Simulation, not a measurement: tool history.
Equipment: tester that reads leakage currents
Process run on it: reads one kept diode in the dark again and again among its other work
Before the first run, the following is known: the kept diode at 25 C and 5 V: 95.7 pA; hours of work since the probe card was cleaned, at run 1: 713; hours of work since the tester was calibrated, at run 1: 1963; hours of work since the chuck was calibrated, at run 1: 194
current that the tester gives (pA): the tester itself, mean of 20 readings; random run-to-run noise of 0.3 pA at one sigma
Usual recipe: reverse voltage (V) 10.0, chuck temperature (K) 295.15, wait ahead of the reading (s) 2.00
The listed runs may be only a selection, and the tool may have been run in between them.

| run | day | reverse voltage (V) | chuck temperature (K) | wait ahead of the reading (s) | hours of work since the probe card was cleaned | hours of work since the tester was calibrated | hours of work since the chuck was calibrated | current that the tester gives (pA) |
|---|---|---|---|---|---|---|---|---|
| 1 | 0.000 | 10.0 | 295.15 | 2.00 | 713 | 1963 | 194 | 100.37 |
| 2 | 5.725 | 10.0 | 297.15 | 2.00 | 812 | 2062 | 293 | 117.91 |
| 3 | 13.500 | 10.0 | 295.15 | 2.00 | 947 | 2197 | 429 | 103.57 |
|  | 18.846 | chuck's temperature calibrated |
| 4 | 19.529 | 10.0 | 295.15 | 2.00 | 1050 | 2300 | 12 | 108.53 |
| 5 | 27.900 | 10.0 | 295.15 | 2.00 | 1196 | 2446 | 157 | 109.72 |
| 6 | 37.071 | 10.0 | 295.15 | 2.00 | 1355 | 2605 | 317 | 112.71 |
| 7 | 42.429 | 10.0 | 312.15 | 2.00 | 1448 | 2698 | 410 | 366.60 |
| 8 | 46.988 | 10.0 | 312.15 | 2.00 | 1528 | 2778 | 489 | 367.73 |
|  | 48.867 | chuck's temperature calibrated |
|  | 56.067 | chuck's temperature calibrated, once more |
| 9 | 56.079 | 10.0 | 295.15 | 2.00 | 1683 | 2933 | 0 | 102.02 |
|  | 60.504 | probe card cleaned and baked |
| 10 | 60.992 | 10.0 | 295.15 | 0.75 | 9 | 3016 | 83 | 98.96 |
| 11 | 68.079 | 10.0 | 295.15 | 0.75 | 132 | 3139 | 206 | 100.43 |
| 12 | 75.479 | 13.8 | 328.15 | 0.75 | 260 | 3267 | 335 | 1047.54 |
| 13 | 81.008 | 2.6 | 305.15 | 3.93 | 356 | 3364 | 431 | 133.52 |
|  | 86.796 | chuck's temperature calibrated |
| 14 | 87.717 | 10.0 | 304.15 | 2.00 | 471 | 3479 | 16 | 187.12 |
| 15 | 96.862 | 10.0 | 304.15 | 2.00 | 630 | 3638 | 175 | 191.31 |
| 16 | 102.921 | 1.6 | 317.15 | 1.31 | 735 | 3743 | 280 | 254.94 |
| 17 | 111.433 | 10.0 | 293.15 | 2.00 | 883 | 3891 | 428 | 89.77 |
|  | 116.829 | chuck's temperature calibrated |
| 18 | 120.317 | 10.0 | 293.15 | 2.00 | 1036 | 4044 | 61 | 85.87 |
|  | 122.217 | tester calibrated |
| 19 | 124.729 | 13.2 | 331.15 | 8.55 | 1112 | 44 | 136 | 1221.11 |
| 20 | 132.650 | 9.0 | 295.15 | 1.95 | 1249 | 181 | 273 | 99.60 |
| 21 | 140.933 | 9.0 | 295.15 | 1.95 | 1393 | 325 | 417 | 101.97 |
|  | 147.312 | chuck's temperature calibrated |
| 22 | 148.971 | 2.9 | 320.15 | 0.38 | 1531 | 463 | 29 | 374.30 |

Branching from run 22: 5 alternative next runs. What would each branch give?
| A | 158.121 | 2.7 | 318.15 | 6.29 | 1690 | 622 | 188 | ? |
| B | 158.121 | 9.4 | 320.15 | 0.38 | 1690 | 622 | 188 | ? |
| C | 158.121 | 4.1 | 320.15 | 0.38 | 1690 | 622 | 188 | ? |
| D | 158.121 | 10.0 | 320.15 | 6.31 | 1690 | 622 | 188 | ? |
| E | 158.121 | 15.7 | 329.15 | 0.39 | 1690 | 622 | 188 | ? |

| run | current that the tester gives (pA) |
|---|---|
| A | 324.22 |
| B | 560.61 |
| C | 426.10 |
| D | 568.33 |
| E | 1163.99 |
Stripped of hidden state, with their random variation kept, the same runs would have yielded:
| run | current that the tester gives (pA) |
|---|---|
| A | 318.88 |
| B | 548.51 |
| C | 418.83 |
| D | 555.67 |
| E | 1142.19 |
